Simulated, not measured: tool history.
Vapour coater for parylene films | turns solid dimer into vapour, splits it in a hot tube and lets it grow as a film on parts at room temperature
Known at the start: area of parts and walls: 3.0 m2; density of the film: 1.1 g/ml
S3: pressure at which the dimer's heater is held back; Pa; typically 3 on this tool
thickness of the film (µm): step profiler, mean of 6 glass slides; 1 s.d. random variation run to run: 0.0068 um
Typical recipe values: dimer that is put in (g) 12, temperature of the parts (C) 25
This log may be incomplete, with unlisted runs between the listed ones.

{"run": 1, "day": 0.0, "dimer that is put in (g)": 12, "temperature of the parts (C)": 25, "S3": 3, "thickness of the film (µm)": 1.77}
{"run": 2, "day": 0.746, "dimer that is put in (g)": 12, "temperature of the parts (C)": 25, "S3": 3, "thickness of the film (µm)": 1.776}
{"run": 3, "day": 1.508, "dimer that is put in (g)": 12, "temperature of the parts (C)": 25, "S3": 3, "thickness of the film (µm)": 1.777}
{"run": 4, "day": 2.383, "dimer that is put in (g)": 12, "temperature of the parts (C)": 25, "S3": 3, "thickness of the film (µm)": 1.769}
{"run": 5, "day": 3.862, "dimer that is put in (g)": 16, "temperature of the parts (C)": 25, "S3": 3, "thickness of the film (µm)": 2.387}
{"run": 6, "day": 5.183, "dimer that is put in (g)": 12, "temperature of the parts (C)": 25, "S3": 4.48, "thickness of the film (µm)": 1.702}
{"run": 7, "day": 6.262, "dimer that is put in (g)": 12, "temperature of the parts (C)": 25, "S3": 4.48, "thickness of the film (µm)": 1.702}
{"run": 8, "day": 8.025, "dimer that is put in (g)": 12, "temperature of the parts (C)": 25, "S3": 3, "thickness of the film (µm)": 1.787}
{"run": 9, "day": 8.796, "dimer that is put in (g)": 12, "temperature of the parts (C)": 25, "S3": 3, "thickness of the film (µm)": 1.779}
{"run": 10, "day": 10.212, "dimer that is put in (g)": 15, "temperature of the parts (C)": 25, "S3": 3, "thickness of the film (µm)": 2.23}
{"run": 11, "day": 11.612, "dimer that is put in (g)": 15, "temperature of the parts (C)": 25, "S3": 3, "thickness of the film (µm)": 2.21}
{"day": 11.971, "done": "trap's valve overhauled"}
{"run": 12, "day": 12.608, "dimer that is put in (g)": 15, "temperature of the parts (C)": 25, "S3": 3, "thickness of the film (µm)": 2.221}
{"run": 13, "day": 14.379, "dimer that is put in (g)": 15, "temperature of the parts (C)": 25, "S3": 3, "thickness of the film (µm)": 2.224}
{"run": 14, "day": 15.754, "dimer that is put in (g)": 20, "temperature of the parts (C)": 27, "S3": 3.34, "thickness of the film (µm)": 2.791}
{"run": 15, "day": 17.079, "dimer that is put in (g)": 20, "temperature of the parts (C)": 27, "S3": 3.34, "thickness of the film (µm)": 2.802}
{"run": 16, "day": 18.875, "dimer that is put in (g)": 5, "temperature of the parts (C)": 25, "S3": 3.3, "thickness of the film (µm)": 0.734}
{"run": 17, "day": 20.117, "dimer that is put in (g)": 8, "temperature of the parts (C)": 31, "S3": 5.96, "thickness of the film (µm)": 0.953}
{"run": 18, "day": 21.842, "dimer that is put in (g)": 13, "temperature of the parts (C)": 37, "S3": 6.9, "thickness of the film (µm)": 1.323}
{"run": 19, "day": 22.608, "dimer that is put in (g)": 12, "temperature of the parts (C)": 28, "S3": 2.33, "thickness of the film (µm)": 1.713}
{"run": 20, "day": 23.483, "dimer that is put in (g)": 12, "temperature of the parts (C)": 18, "S3": 2.83, "thickness of the film (µm)": 2.118}
{"run": 21, "day": 25.254, "dimer that is put in (g)": 12, "temperature of the parts (C)": 18, "S3": 2.83, "thickness of the film (µm)": 2.106}
{"run": 22, "day": 26.712, "dimer that is put in (g)": 8, "temperature of the parts (C)": 18, "S3": 3.29, "thickness of the film (µm)": 1.388}
{"run": 23, "day": 28.45, "dimer that is put in (g)": 8, "temperature of the parts (C)": 18, "S3": 3.29, "thickness of the film (µm)": 1.386}
{"run": 24, "day": 29.996, "dimer that is put in (g)": 6, "temperature of the parts (C)": 25, "S3": 11.52, "thickness of the film (µm)": 0.762}
{"run": 25, "day": 31.258, "dimer that is put in (g)": 6, "temperature of the parts (C)": 25, "S3": 11.52, "thickness of the film (µm)": 0.768}

4 options for the next run, each taken on its own from the tool as it stands now. Forecast them:
{"run": "A", "day": 32.233, "dimer that is put in (g)": 6, "temperature of the parts (C)": 21, "S3": 11.52, "thickness of the film (µm)": "?"}
{"run": "B", "day": 32.233, "dimer that is put in (g)": 6, "temperature of the parts (C)": 25, "S3": 3, "thickness of the film (µm)": "?"}
{"run": "C", "day": 32.233, "dimer that is put in (g)": 6, "temperature of the parts (C)": 25, "S3": 4.7, "thickness of the film (µm)": "?"}
{"run": "D", "day": 32.233, "dimer that is put in (g)": 7, "temperature of the parts (C)": 25, "S3": 3.37, "thickness of the film (µm)": "?"}

run=A thickness_of_the_film_(µm)=0.852
run=B thickness_of_the_film_(µm)=0.892
run=C thickness_of_the_film_(µm)=0.851
run=D thickness_of_the_film_(µm)=1.026
What these runs would have given with no unlogged condition in the tool:
run=A thickness_of_the_film_(µm)=0.852
run=B thickness_of_the_film_(µm)=0.892
run=C thickness_of_the_film_(µm)=0.851
run=D thickness_of_the_film_(µm)=1.026
